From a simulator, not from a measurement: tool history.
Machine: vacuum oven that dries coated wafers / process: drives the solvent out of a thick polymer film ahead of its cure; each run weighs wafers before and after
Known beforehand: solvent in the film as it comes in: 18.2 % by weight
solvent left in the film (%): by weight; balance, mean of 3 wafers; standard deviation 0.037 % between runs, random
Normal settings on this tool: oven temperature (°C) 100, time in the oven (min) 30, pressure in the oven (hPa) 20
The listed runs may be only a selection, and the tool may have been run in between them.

run 1 hour=0 | oven_temperature_(°C)=100 time_in_the_oven_(min)=30 pressure_in_the_oven_(hPa)=20 | solvent_left_in_the_film_(%)=3.24
run 2 hour=9.5 | oven_temperature_(°C)=100 time_in_the_oven_(min)=30 pressure_in_the_oven_(hPa)=20 | solvent_left_in_the_film_(%)=3.25
run 3 hour=18.5 | oven_temperature_(°C)=100 time_in_the_oven_(min)=30 pressure_in_the_oven_(hPa)=18.5 | solvent_left_in_the_film_(%)=3.25
run 4 hour=27.2 | oven_temperature_(°C)=100 time_in_the_oven_(min)=30 pressure_in_the_oven_(hPa)=18.5 | solvent_left_in_the_film_(%)=3.21
run 5 hour=35.9 | oven_temperature_(°C)=100 time_in_the_oven_(min)=30 pressure_in_the_oven_(hPa)=18.5 | solvent_left_in_the_film_(%)=3.28
run 6 hour=44.9 | oven_temperature_(°C)=100 time_in_the_oven_(min)=30 pressure_in_the_oven_(hPa)=20 | solvent_left_in_the_film_(%)=3.28
run 7 hour=58.2 | oven_temperature_(°C)=100 time_in_the_oven_(min)=30 pressure_in_the_oven_(hPa)=36.9 | solvent_left_in_the_film_(%)=3.89
run 8 hour=69.6 | oven_temperature_(°C)=100 time_in_the_oven_(min)=30 pressure_in_the_oven_(hPa)=36.9 | solvent_left_in_the_film_(%)=3.96
run 9 hour=85 | oven_temperature_(°C)=100 time_in_the_oven_(min)=30 pressure_in_the_oven_(hPa)=36.9 | solvent_left_in_the_film_(%)=4.05
run 10 hour=93.3 | oven_temperature_(°C)=100 time_in_the_oven_(min)=30 pressure_in_the_oven_(hPa)=36.9 | solvent_left_in_the_film_(%)=3.92
run 11 hour=110 | oven_temperature_(°C)=85 time_in_the_oven_(min)=30 pressure_in_the_oven_(hPa)=36.9 | solvent_left_in_the_film_(%)=8.16
run 12 hour=124.2 | oven_temperature_(°C)=91 time_in_the_oven_(min)=53 pressure_in_the_oven_(hPa)=20 | solvent_left_in_the_film_(%)=3
-- hour=126.9 oven's thermocouples calibrated
run 13 hour=137.5 | oven_temperature_(°C)=92 time_in_the_oven_(min)=30 pressure_in_the_oven_(hPa)=20 | solvent_left_in_the_film_(%)=5.33
run 14 hour=148.6 | oven_temperature_(°C)=92 time_in_the_oven_(min)=30 pressure_in_the_oven_(hPa)=20 | solvent_left_in_the_film_(%)=5.38
run 15 hour=164.3 | oven_temperature_(°C)=100 time_in_the_oven_(min)=49 pressure_in_the_oven_(hPa)=20 | solvent_left_in_the_film_(%)=1.72
run 16 hour=176.7 | oven_temperature_(°C)=114 time_in_the_oven_(min)=20 pressure_in_the_oven_(hPa)=16.4 | solvent_left_in_the_film_(%)=2.15
-- hour=186.3 oven's thermocouples calibrated, once more
run 17 hour=187.7 | oven_temperature_(°C)=94 time_in_the_oven_(min)=20 pressure_in_the_oven_(hPa)=16.4 | solvent_left_in_the_film_(%)=6.53
run 18 hour=196 | oven_temperature_(°C)=100 time_in_the_oven_(min)=28 pressure_in_the_oven_(hPa)=20 | solvent_left_in_the_film_(%)=3.51

4 ways to go on from here, each from the tool as it stands after run 18. What would each give?
run A hour=211.7 | oven_temperature_(°C)=100 time_in_the_oven_(min)=15 pressure_in_the_oven_(hPa)=20 | solvent_left_in_the_film_(%)=?
run B hour=211.7 | oven_temperature_(°C)=100 time_in_the_oven_(min)=26 pressure_in_the_oven_(hPa)=20.9 | solvent_left_in_the_film_(%)=?
run C hour=211.7 | oven_temperature_(°C)=94 time_in_the_oven_(min)=30 pressure_in_the_oven_(hPa)=12.3 | solvent_left_in_the_film_(%)=?
run D hour=211.7 | oven_temperature_(°C)=100 time_in_the_oven_(min)=33 pressure_in_the_oven_(hPa)=20 | solvent_left_in_the_film_(%)=?

run=A solvent_left_in_the_film_(%)=6.59
run=B solvent_left_in_the_film_(%)=3.79
run=C solvent_left_in_the_film_(%)=4.27
run=D solvent_left_in_the_film_(%)=2.82
What these runs would have given with no unlogged condition in the tool:
run=A solvent_left_in_the_film_(%)=6.66
run=B solvent_left_in_the_film_(%)=3.85
run=C solvent_left_in_the_film_(%)=4.32
run=D solvent_left_in_the_film_(%)=2.86

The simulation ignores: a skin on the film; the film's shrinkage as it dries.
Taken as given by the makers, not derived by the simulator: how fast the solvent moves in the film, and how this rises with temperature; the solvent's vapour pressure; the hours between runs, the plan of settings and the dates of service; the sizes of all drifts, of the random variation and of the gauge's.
